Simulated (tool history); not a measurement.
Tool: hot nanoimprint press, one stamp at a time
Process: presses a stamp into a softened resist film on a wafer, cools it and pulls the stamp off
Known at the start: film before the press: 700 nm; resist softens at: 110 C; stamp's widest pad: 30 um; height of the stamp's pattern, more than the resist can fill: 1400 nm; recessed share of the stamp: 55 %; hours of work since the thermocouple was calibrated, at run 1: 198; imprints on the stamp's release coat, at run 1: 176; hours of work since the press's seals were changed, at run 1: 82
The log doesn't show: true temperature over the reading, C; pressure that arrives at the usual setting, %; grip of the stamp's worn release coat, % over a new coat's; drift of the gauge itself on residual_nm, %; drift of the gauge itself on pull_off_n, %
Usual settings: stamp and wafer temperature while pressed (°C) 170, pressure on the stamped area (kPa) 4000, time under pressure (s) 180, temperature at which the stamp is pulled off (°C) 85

run	hour	stamp and wafer temperature while pressed (°C)	pressure on the stamped area (kPa)	time under pressure (s)	temperature at which the stamp is pulled off (°C)	hours of work since the thermocouple was calibrated	imprints on the stamp's release coat	hours of work since the press's seals were changed	resist left under the stamp's widest pad (Å)	greatest force while the stamp is pulled off (N)
1	0.0	170	4000	180	85	198	176	82	4261	91
2	19.5	170	4000	180	85	206	239	91	4176	100
3	49.8	170	4000	180	85	219	338	104	4202	98
4	89.2	170	4000	180	85	236	467	120	4225	103
5	110.5	170	4000	180	85	245	536	129	4244	98
6	129.6	170	4000	180	85	253	599	138	4229	102
7	164.3	170	4000	180	85	268	712	152	4239	103
8	183.0	182	5350	197	81	276	773	160	2292	112
9	213.4	179	5380	180	85	288	872	173	2694	103
10	248.2	179	5380	180	85	303	986	188	2684	107
11	286.2	165	4000	128	85	319	1110	204	5394	103
12	311.4	171	4330	180	92	330	1192	215	4027	94
# hour 335.7: stamp cleaned and given a new release coat
13	350.2	179	2850	242	85	344	47	229	3156	96
14	370.1	179	2850	242	85	353	112	237	3144	94

Forecast each of these 3 alternatives for the next run:
A	399.6	180	4000	135	92	365	208	250	?	?
B	399.6	179	2850	242	87	365	208	250	?	?
C	399.6	170	4000	180	91	365	208	250	?	?

run	resist left under the stamp's widest pad (Å)	greatest force while the stamp is pulled off (N)
A	3286	87
B	3162	97
C	4302	87
Without the tool's hidden state the same runs would have given:
run	resist left under the stamp's widest pad (Å)	greatest force while the stamp is pulled off (N)
A	3132	83
B	3014	93
C	4116	84
